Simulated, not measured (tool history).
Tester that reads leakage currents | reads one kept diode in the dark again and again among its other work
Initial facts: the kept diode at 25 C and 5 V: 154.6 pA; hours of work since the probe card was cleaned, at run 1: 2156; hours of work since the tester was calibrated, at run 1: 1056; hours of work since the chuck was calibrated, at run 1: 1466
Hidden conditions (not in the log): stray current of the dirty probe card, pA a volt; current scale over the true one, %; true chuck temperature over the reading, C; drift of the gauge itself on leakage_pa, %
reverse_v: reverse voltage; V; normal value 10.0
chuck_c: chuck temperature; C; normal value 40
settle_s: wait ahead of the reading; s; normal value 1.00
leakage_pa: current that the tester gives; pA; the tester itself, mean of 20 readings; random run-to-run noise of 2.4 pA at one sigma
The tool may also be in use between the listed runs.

| run | day | reverse_v | chuck_c | settle_s | hours of work since the probe card was cleaned | hours of work since the tester was calibrated | hours of work since the chuck was calibrated | leakage_pa |
|---|---|---|---|---|---|---|---|---|
| 1 | 0.000 | 10.0 | 40 | 1.00 | 2156 | 1056 | 1466 | 785.74 |
| 2 | 0.992 | 10.0 | 40 | 1.00 | 2171 | 1071 | 1481 | 790.18 |
|  | 1.233 | chuck's temperature calibrated |
| 3 | 3.112 | 10.0 | 40 | 1.00 | 2202 | 1102 | 28 | 790.58 |
| 4 | 4.512 | 10.0 | 37 | 1.00 | 2223 | 1123 | 49 | 624.25 |
| 5 | 5.700 | 10.0 | 40 | 1.00 | 2240 | 1140 | 67 | 787.32 |
| 6 | 6.900 | 10.0 | 40 | 1.00 | 2258 | 1158 | 85 | 789.77 |
| 7 | 8.050 | 10.0 | 40 | 1.00 | 2276 | 1176 | 102 | 793.22 |
| 8 | 9.708 | 10.0 | 40 | 1.00 | 2300 | 1200 | 127 | 790.59 |
| 9 | 11.017 | 10.0 | 40 | 1.00 | 2320 | 1220 | 147 | 790.48 |
| 10 | 12.983 | 10.0 | 40 | 1.00 | 2349 | 1249 | 176 | 789.56 |
| 11 | 13.979 | 10.0 | 40 | 2.05 | 2364 | 1264 | 191 | 786.89 |
| 12 | 14.854 | 10.0 | 40 | 0.33 | 2377 | 1277 | 204 | 791.66 |
| 13 | 16.833 | 10.0 | 40 | 1.00 | 2407 | 1307 | 234 | 788.81 |
| 14 | 18.225 | 10.0 | 59 | 1.00 | 2428 | 1328 | 254 | 3161.40 |
| 15 | 20.088 | 10.0 | 40 | 0.32 | 2456 | 1356 | 282 | 798.40 |
| 16 | 21.304 | 10.0 | 40 | 3.48 | 2474 | 1374 | 301 | 787.84 |
| 17 | 23.196 | 10.0 | 40 | 3.48 | 2502 | 1402 | 329 | 791.29 |
| 18 | 24.488 | 10.0 | 40 | 3.48 | 2522 | 1422 | 348 | 790.74 |
| 19 | 25.808 | 10.0 | 40 | 3.48 | 2542 | 1442 | 368 | 785.56 |
| 20 | 27.117 | 10.0 | 40 | 3.48 | 2561 | 1461 | 388 | 785.41 |
| 21 | 28.396 | 10.0 | 40 | 3.48 | 2580 | 1480 | 407 | 787.95 |
| 22 | 29.267 | 6.8 | 52 | 3.58 | 2593 | 1493 | 420 | 1542.80 |
| 23 | 30.950 | 6.8 | 52 | 3.58 | 2619 | 1519 | 445 | 1546.23 |
| 24 | 32.050 | 2.6 | 29 | 1.00 | 2635 | 1535 | 462 | 148.72 |
| 25 | 33.154 | 2.6 | 29 | 1.00 | 2652 | 1552 | 478 | 149.01 |
| 26 | 34.512 | 5.0 | 23 | 1.00 | 2672 | 1572 | 498 | 131.72 |
| 27 | 35.679 | 5.0 | 23 | 1.00 | 2689 | 1589 | 516 | 131.08 |
| 28 | 37.512 | 3.8 | 40 | 5.52 | 2717 | 1617 | 543 | 446.93 |
| 29 | 39.283 | 3.8 | 40 | 5.52 | 2743 | 1643 | 570 | 449.15 |
| 30 | 41.229 | 10.0 | 40 | 3.21 | 2772 | 1673 | 599 | 789.67 |
| 31 | 42.808 | 10.0 | 40 | 1.10 | 2796 | 1696 | 623 | 792.18 |
| 32 | 44.704 | 10.0 | 40 | 1.10 | 2824 | 1725 | 651 | 788.42 |
| 33 | 46.342 | 10.0 | 22 | 1.56 | 2849 | 1749 | 676 | 180.07 |
| 34 | 47.667 | 10.0 | 46 | 0.34 | 2869 | 1769 | 695 | 1254.71 |
| 35 | 48.967 | 10.0 | 46 | 0.34 | 2888 | 1788 | 715 | 1254.66 |
| 36 | 50.000 | 10.0 | 45 | 7.10 | 2904 | 1804 | 730 | 1152.07 |
| 37 | 51.729 | 10.0 | 24 | 1.47 | 2930 | 1830 | 756 | 215.25 |
| 38 | 52.700 | 2.4 | 44 | 7.90 | 2944 | 1844 | 771 | 464.81 |
| 39 | 53.696 | 2.4 | 44 | 7.90 | 2959 | 1859 | 786 | 465.01 |
| 40 | 54.933 | 10.0 | 42 | 1.00 | 2978 | 1878 | 804 | 919.37 |
| 41 | 56.871 | 10.0 | 42 | 1.00 | 3007 | 1907 | 833 | 926.15 |

Predict each of these 3 candidate next runs independently; none follows another, all start after run 41:
| A | 57.812 | 10.7 | 26 | 1.00 | 3021 | 1921 | 847 | ? |
| B | 57.812 | 1.3 | 50 | 5.06 | 3021 | 1921 | 847 | ? |
| C | 57.812 | 16.8 | 42 | 0.60 | 3021 | 1921 | 847 | ? |

| run | leakage_pa |
|---|---|
| A | 265.81 |
| B | 506.44 |
| C | 1242.85 |
With the hidden condition removed and each run's random variation left untouched, the same runs would have given:
| run | leakage_pa |
|---|---|
| A | 265.43 |
| B | 506.18 |
| C | 1241.89 |

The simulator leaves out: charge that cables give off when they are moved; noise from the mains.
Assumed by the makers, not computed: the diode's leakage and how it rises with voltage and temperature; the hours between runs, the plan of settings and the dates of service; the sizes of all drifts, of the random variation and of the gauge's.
